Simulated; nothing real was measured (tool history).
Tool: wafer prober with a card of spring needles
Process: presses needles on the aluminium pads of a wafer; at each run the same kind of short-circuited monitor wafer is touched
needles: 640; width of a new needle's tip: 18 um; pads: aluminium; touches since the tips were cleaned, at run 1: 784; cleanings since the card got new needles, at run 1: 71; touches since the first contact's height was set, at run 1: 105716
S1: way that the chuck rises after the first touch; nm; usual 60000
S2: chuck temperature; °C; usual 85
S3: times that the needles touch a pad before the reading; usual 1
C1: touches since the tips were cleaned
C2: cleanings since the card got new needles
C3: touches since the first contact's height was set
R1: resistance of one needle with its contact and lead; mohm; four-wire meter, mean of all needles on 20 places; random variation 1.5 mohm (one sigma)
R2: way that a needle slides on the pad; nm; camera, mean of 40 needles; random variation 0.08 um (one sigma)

run,day,S1,S2,S3,C1,C2,C3,R1,R2
1,0.000,60000,85,1,784,71,105716,135,12500
# day 0.333: tips cleaned on abrasive film
# day 0.788: tips cleaned on abrasive film
2,0.788,79000,85,1,0,73,111984,133,16530
# day 1.192: tips cleaned on abrasive film
# day 1.600: tips cleaned on abrasive film
# day 2.046: tips cleaned on abrasive film
3,2.100,60000,85,1,406,76,122415,137,12500
# day 2.450: tips cleaned on abrasive film
# day 2.875: tips cleaned on abrasive film
4,2.962,60000,85,1,701,78,129300,137,12580
# day 3.312: tips cleaned on abrasive film
# day 3.721: tips cleaned on abrasive film
5,3.988,60000,85,2,2159,80,137486,136,12570
# day 4.171: tips cleaned on abrasive film
6,4.529,60000,85,1,2882,81,141790,137,12450
# day 4.629: tips cleaned on abrasive film
# day 4.971: height of the first contact set anew
# day 5.067: tips cleaned on abrasive film
# day 5.462: tips cleaned on abrasive film
7,5.642,60000,85,1,1470,84,5359,135,12610
# day 5.933: tips cleaned on abrasive film
# day 6.329: tips cleaned on abrasive film
8,6.692,60000,85,1,2935,86,13728,139,12680
# day 6.792: tips cleaned on abrasive film
# day 7.183: tips cleaned on abrasive film
# day 7.583: tips cleaned on abrasive film
9,7.829,62000,85,1,1973,89,22773,139,12990
# day 7.971: tips cleaned on abrasive film
# day 8.412: tips cleaned on abrasive film
# day 8.825: tips cleaned on abrasive film
10,8.871,62000,85,1,357,92,31027,137,13100
# day 9.233: tips cleaned on abrasive film
# day 9.708: tips cleaned on abrasive film
11,9.983,62000,85,1,2226,94,39918,135,12950
# day 10.179: tips cleaned on abrasive film
12,10.554,60000,85,1,3040,95,44478,137,12530
# day 10.617: tips cleaned on abrasive film
# day 11.012: tips cleaned on abrasive film
# day 11.446: tips cleaned on abrasive film
13,11.754,60000,85,1,2478,98,54020,139,12460
# day 11.854: tips cleaned on abrasive film
# day 12.308: tips cleaned on abrasive film
# day 12.738: tips cleaned on abrasive film
14,12.775,60000,85,1,289,101,62105,138,12580
# day 13.154: tips cleaned on abrasive film
# day 13.575: tips cleaned on abrasive film
15,13.838,60000,85,1,2088,103,70577,136,12490
# day 14.000: tips cleaned on abrasive film
# day 14.462: tips cleaned on abrasive film
# day 14.867: tips cleaned on abrasive film
16,14.967,60000,85,1,771,106,79551,135,12470
# day 15.321: tips cleaned on abrasive film
# day 15.729: tips cleaned on abrasive film
# day 16.117: tips cleaned on abrasive film
17,16.233,60000,85,1,955,109,89663,138,12490
# day 16.571: tips cleaned on abrasive film
18,16.862,50000,50,1,2361,110,94688,135,10570
# day 16.992: tips cleaned on abrasive film
# day 17.412: tips cleaned on abrasive film
# day 17.875: tips cleaned on abrasive film
19,18.029,67000,54,2,1239,113,103955,131,14070
# day 18.342: tips cleaned on abrasive film
20,18.567,67000,54,2,1812,114,108233,132,13950
# day 18.758: tips cleaned on abrasive film
# day 19.188: tips cleaned on abrasive film
21,19.321,72000,31,1,1080,116,114234,124,15100
# day 19.600: tips cleaned on abrasive film
# day 19.992: tips cleaned on abrasive film
# day 20.467: tips cleaned on abrasive film
22,20.642,42000,85,1,1417,119,124748,146,8900
# day 20.925: tips cleaned on abrasive film
# day 21.333: tips cleaned on abrasive film
23,21.542,68000,36,1,1691,121,131932,127,14230
# day 21.804: tips cleaned on abrasive film
# day 22.246: tips cleaned on abrasive film
24,22.325,57000,73,1,623,123,138134,135,12040
# day 22.675: tips cleaned on abrasive film
# day 23.092: tips cleaned on abrasive film
# day 23.283: height of the first contact set anew
25,23.433,57000,73,1,2650,125,1222,139,11990
# day 23.533: tips cleaned on abrasive film
# day 23.950: tips cleaned on abrasive film
26,24.104,57000,72,2,1237,127,6523,134,11930
# day 24.350: tips cleaned on abrasive film
# day 24.767: tips cleaned on abrasive film
27,25.133,66000,54,2,2920,129,14730,130,13720
# day 25.204: tips cleaned on abrasive film
# day 25.600: tips cleaned on abrasive film
# day 25.988: tips cleaned on abrasive film
28,25.988,59000,85,3,0,132,21523,134,12480
# day 26.462: tips cleaned on abrasive film
# day 26.883: tips cleaned on abrasive film
29,27.117,79000,27,2,1865,134,30524,121,16510
# day 27.333: tips cleaned on abrasive film
# day 27.783: tips cleaned on abrasive film
30,27.833,49000,33,3,401,136,36213,131,10350
# day 28.171: tips cleaned on abrasive film
31,28.433,76000,53,1,2108,137,40989,128,15870

How the hidden state differs across the entries between the runs, from the last listed run before each to the first after it:
Between runs 1 and 2: tips cleaned on abrasive film (day 0.333); tips cleaned on abrasive film (day 0.788)
  debris on the tips, nm: 0.2 -> 0.1; way that the needles fall short of the set height, um: 0.01 -> 0.02
Between runs 2 and 3: tips cleaned on abrasive film (day 1.192); tips cleaned on abrasive film (day 1.600); tips cleaned on abrasive film (day 2.046)
  debris on the tips, nm: 0.1 -> 0.2
Between runs 3 and 4: tips cleaned on abrasive film (day 2.450); tips cleaned on abrasive film (day 2.875)
  no hidden state differs between the two runs
Between runs 4 and 5: tips cleaned on abrasive film (day 3.312); tips cleaned on abrasive film (day 3.721)
  debris on the tips, nm: 0.2 -> 0.5
Between runs 5 and 6: tips cleaned on abrasive film (day 4.171)
  debris on the tips, nm: 0.5 -> 0.6
Between runs 6 and 7: tips cleaned on abrasive film (day 4.629); height of the first contact set anew (day 4.971); tips cleaned on abrasive film (day 5.067); tips cleaned on abrasive film (day 5.462)
  debris on the tips, nm: 0.6 -> 0.3; way that the needles fall short of the set height, um: 0.02 -> 0
Between runs 7 and 8: tips cleaned on abrasive film (day 5.933); tips cleaned on abrasive film (day 6.329)
  debris on the tips, nm: 0.3 -> 0.6
Between runs 8 and 9: tips cleaned on abrasive film (day 6.792); tips cleaned on abrasive film (day 7.183); tips cleaned on abrasive film (day 7.583)
  debris on the tips, nm: 0.6 -> 0.5; tips' diameter, um: 18.01 -> 18.02
Between runs 9 and 10: tips cleaned on abrasive film (day 7.971); tips cleaned on abrasive film (day 8.412); tips cleaned on abrasive film (day 8.825)
  debris on the tips, nm: 0.5 -> 0.1
Between runs 10 and 11: tips cleaned on abrasive film (day 9.233); tips cleaned on abrasive film (day 9.708)
  debris on the tips, nm: 0.1 -> 0.5; way that the needles fall short of the set height, um: 0 -> 0.01
Between runs 11 and 12: tips cleaned on abrasive film (day 10.179)
  debris on the tips, nm: 0.5 -> 0.6
Between runs 12 and 13: tips cleaned on abrasive film (day 10.617); tips cleaned on abrasive film (day 11.012); tips cleaned on abrasive film (day 11.446)
  debris on the tips, nm: 0.6 -> 0.5
Between runs 13 and 14: tips cleaned on abrasive film (day 11.854); tips cleaned on abrasive film (day 12.308); tips cleaned on abrasive film (day 12.738)
  debris on the tips, nm: 0.5 -> 0.1
Between runs 14 and 15: tips cleaned on abrasive film (day 13.154); tips cleaned on abrasive film (day 13.575)
  debris on the tips, nm: 0.1 -> 0.5
Between runs 15 and 16: tips cleaned on abrasive film (day 14.000); tips cleaned on abrasive film (day 14.462); tips cleaned on abrasive film (day 14.867)
  debris on the tips, nm: 0.5 -> 0.3
Between runs 16 and 17: tips cleaned on abrasive film (day 15.321); tips cleaned on abrasive film (day 15.729); tips cleaned on abrasive film (day 16.117)
  no hidden state differs between the two runs
Between runs 17 and 18: tips cleaned on abrasive film (day 16.571)
  debris on the tips, nm: 0.3 -> 0.5
Between runs 18 and 19: tips cleaned on abrasive film (day 16.992); tips cleaned on abrasive film (day 17.412); tips cleaned on abrasive film (day 17.875)
  debris on the tips, nm: 0.5 -> 0.3
Between runs 19 and 20: tips cleaned on abrasive film (day 18.342)
  debris on the tips, nm: 0.3 -> 0.5; way that the needles fall short of the set height, um: 0.01 -> 0.02
Between runs 20 and 21: tips cleaned on abrasive film (day 18.758); tips cleaned on abrasive film (day 19.188)
  debris on the tips, nm: 0.5 -> 0.3
Between runs 21 and 22: tips cleaned on abrasive film (day 19.600); tips cleaned on abrasive film (day 19.992); tips cleaned on abrasive film (day 20.467)
  debris on the tips, nm: 0.3 -> 0.4
Between runs 22 and 23: tips cleaned on abrasive film (day 20.925); tips cleaned on abrasive film (day 21.333)
  no hidden state differs between the two runs
Between runs 23 and 24: tips cleaned on abrasive film (day 21.804); tips cleaned on abrasive film (day 22.246)
  debris on the tips, nm: 0.4 -> 0.2
Between runs 24 and 25: tips cleaned on abrasive film (day 22.675); tips cleaned on abrasive film (day 23.092); height of the first contact set anew (day 23.283)
  debris on the tips, nm: 0.2 -> 0.5; way that the needles fall short of the set height, um: 0.02 -> 0
Between runs 25 and 26: tips cleaned on abrasive film (day 23.533); tips cleaned on abrasive film (day 23.950)
  debris on the tips, nm: 0.5 -> 0.4
Between runs 26 and 27: tips cleaned on abrasive film (day 24.350); tips cleaned on abrasive film (day 24.767)
  debris on the tips, nm: 0.4 -> 0.6
Between runs 27 and 28: tips cleaned on abrasive film (day 25.204); tips cleaned on abrasive film (day 25.600); tips cleaned on abrasive film (day 25.988)
  debris on the tips, nm: 0.6 -> 0
Between runs 28 and 29: tips cleaned on abrasive film (day 26.462); tips cleaned on abrasive film (day 26.883)
  debris on the tips, nm: 0 -> 0.5
Between runs 29 and 30: tips cleaned on abrasive film (day 27.333); tips cleaned on abrasive film (day 27.783)
  debris on the tips, nm: 0.5 -> 0.2; way that the needles fall short of the set height, um: 0 -> 0.01
Between runs 30 and 31: tips cleaned on abrasive film (day 28.171)
  debris on the tips, nm: 0.2 -> 0.5
